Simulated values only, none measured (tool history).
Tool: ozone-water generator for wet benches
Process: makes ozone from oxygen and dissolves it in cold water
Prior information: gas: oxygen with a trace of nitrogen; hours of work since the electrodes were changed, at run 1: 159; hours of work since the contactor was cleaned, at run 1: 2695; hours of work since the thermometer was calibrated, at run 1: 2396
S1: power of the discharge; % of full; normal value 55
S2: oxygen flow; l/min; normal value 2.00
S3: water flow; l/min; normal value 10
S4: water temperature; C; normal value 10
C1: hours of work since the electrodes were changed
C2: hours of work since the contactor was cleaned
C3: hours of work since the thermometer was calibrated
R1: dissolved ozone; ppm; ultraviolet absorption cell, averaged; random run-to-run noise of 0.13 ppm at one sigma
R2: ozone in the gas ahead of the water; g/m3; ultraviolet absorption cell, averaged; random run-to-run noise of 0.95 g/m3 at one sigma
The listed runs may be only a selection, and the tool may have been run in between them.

Run 1, day 0.000: usual settings; C1 159; C2 2695; C3 2396. Result: R1 13.4 ppm, R2 162.2 g/m3.
Run 2, day 1.371: usual settings; C1 184; C2 2720; C3 2421. Result: R1 13.5 ppm, R2 161.1 g/m3.
Run 3, day 2.454: usual settings but S2 2.79 l/min; C1 204; C2 2740; C3 2441. Result: R1 14.3 ppm, R2 139.8 g/m3.
Run 4, day 4.212: usual settings but S2 2.79 l/min; C1 237; C2 2773; C3 2474. Result: R1 14.6 ppm, R2 142.2 g/m3.
Run 5, day 5.192: usual settings but S2 2.79 l/min; C1 255; C2 2791; C3 2492. Result: R1 14.4 ppm, R2 142.0 g/m3.
Run 6, day 6.546: usual settings; C1 280; C2 2816; C3 2517. Result: R1 13.2 ppm, R2 160.6 g/m3.
Run 7, day 7.588: usual settings; C1 299; C2 2835; C3 2536. Result: R1 13.5 ppm, R2 160.8 g/m3.
Run 8, day 8.679: usual settings; C1 319; C2 2855; C3 2556. Result: R1 13.6 ppm, R2 162.0 g/m3.
Run 9, day 10.183: usual settings; C1 347; C2 2882; C3 2583. Result: R1 13.3 ppm, R2 161.5 g/m3.
Run 10, day 11.779: usual settings but S3 15 l/min; C1 376; C2 2912; C3 2613. Result: R1 8.6 ppm, R2 161.4 g/m3.
Run 11, day 13.504: usual settings but S4 9 C; C1 408; C2 2944; C3 2645. Result: R1 13.4 ppm, R2 162.2 g/m3.
Run 12, day 14.812: usual settings but S4 9 C; C1 432; C2 2968; C3 2669. Result: R1 13.5 ppm, R2 160.9 g/m3.
Run 13, day 16.567: usual settings; C1 464; C2 3000; C3 2701. Result: R1 13.4 ppm, R2 159.9 g/m3.
Run 14, day 18.517: usual settings but S4 14 C; C1 500; C2 3036; C3 2737. Result: R1 12.8 ppm, R2 161.3 g/m3.
Run 15, day 20.279: usual settings but S4 14 C; C1 532; C2 3068; C3 2769. Result: R1 12.8 ppm, R2 160.4 g/m3.
Run 16, day 22.225: usual settings but S3 13 l/min, S4 14 C; C1 568; C2 3104; C3 2805. Result: R1 9.7 ppm, R2 162.3 g/m3.
Run 17, day 23.600: usual settings but S3 13 l/min, S4 14 C; C1 593; C2 3129; C3 2830. Result: R1 9.7 ppm, R2 160.7 g/m3.
Run 18, day 25.125: usual settings but S1 61 % of full, S3 9 l/min, S4 14 C; C1 621; C2 3157; C3 2858. Result: R1 15.2 ppm, R2 169.6 g/m3.
Run 19, day 26.325: usual settings but S1 61 % of full, S2 2.04 l/min, S3 15 l/min, S4 14 C; C1 643; C2 3179; C3 2880. Result: R1 8.8 ppm, R2 171.2 g/m3.
Run 20, day 28.150: usual settings but S1 45 % of full, S2 2.03 l/min, S3 15 l/min, S4 12 C; C1 677; C2 3213; C3 2914. Result: R1 7.3 ppm, R2 140.6 g/m3.

The next listed run, before its measurement:
At day 28.421: contactor cleaned.
Run 21, day 29.283: usual settings but S1 80 % of full, S4 11 C; C1 695; C2 16; C3 2932. Result: R1 ?, R2 ?.

Run 21 gave R1 16.6 ppm, R2 203.5 g/m3.
Take away the tool's hidden state, keep the run-to-run variation as it was, and the same run would have given R1 17.0 ppm, R2 203.7 g/m3.

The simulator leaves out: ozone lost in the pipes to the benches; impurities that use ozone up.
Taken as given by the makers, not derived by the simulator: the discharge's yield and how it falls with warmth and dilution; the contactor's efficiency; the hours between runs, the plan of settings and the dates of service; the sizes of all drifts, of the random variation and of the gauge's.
